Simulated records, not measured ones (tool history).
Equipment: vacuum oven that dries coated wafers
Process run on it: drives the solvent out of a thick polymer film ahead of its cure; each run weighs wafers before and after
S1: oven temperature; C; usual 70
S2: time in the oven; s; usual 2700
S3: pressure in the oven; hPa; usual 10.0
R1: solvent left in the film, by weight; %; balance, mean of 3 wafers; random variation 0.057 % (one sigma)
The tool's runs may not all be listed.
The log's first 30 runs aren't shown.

run 31 hour=463.3 | S1=74 S2=2040 S3=5.4 | R1=2.55
run 32 hour=480.3 | S1=61 S2=2220 S3=6.2 | R1=5.11
run 33 hour=494.6 | S1=59 S2=4200 S3=6.2 | R1=3.41
run 34 hour=506.4 | S1=67 S2=2700 S3=17.0 | R1=4.79
run 35 hour=522.6 | S1=65 S2=1500 S3=5.1 | R1=5.29
run 36 hour=538.7 | S1=69 S2=1620 S3=16.3 | R1=5.76
run 37 hour=554.5 | S1=65 S2=2340 S3=10.7 | R1=4.74
run 38 hour=566.9 | S1=70 S2=1380 S3=10.0 | R1=5.22
run 39 hour=585.5 | S1=71 S2=4560 S3=10.0 | R1=2.08
run 40 hour=595.4 | S1=83 S2=3300 S3=20.8 | R1=2.19
run 41 hour=613.1 | S1=70 S2=2340 S3=11.5 | R1=3.73
run 42 hour=633.7 | S1=72 S2=2880 S3=12.8 | R1=2.99
run 43 hour=651.1 | S1=83 S2=2700 S3=10.0 | R1=1.34
run 44 hour=667.2 | S1=73 S2=2160 S3=14.2 | R1=3.60
run 45 hour=678.0 | S1=59 S2=3420 S3=27.0 | R1=8.64
run 46 hour=699.2 | S1=59 S2=3420 S3=27.0 | R1=8.88

Each row is a separate what-if for the run after 46, all from the same tool condition, not one after another. Results?
run A hour=716.9 | S1=70 S2=1380 S3=10.0 | R1=?
run B hour=716.9 | S1=70 S2=1740 S3=10.0 | R1=?
run C hour=716.9 | S1=59 S2=3420 S3=12.4 | R1=?

run=A R1=5.21
run=B R1=4.38
run=C R1=5.46
What these runs would have given with no unlogged condition in the tool:
run=A R1=4.88
run=B R1=4.05
run=C R1=4.98
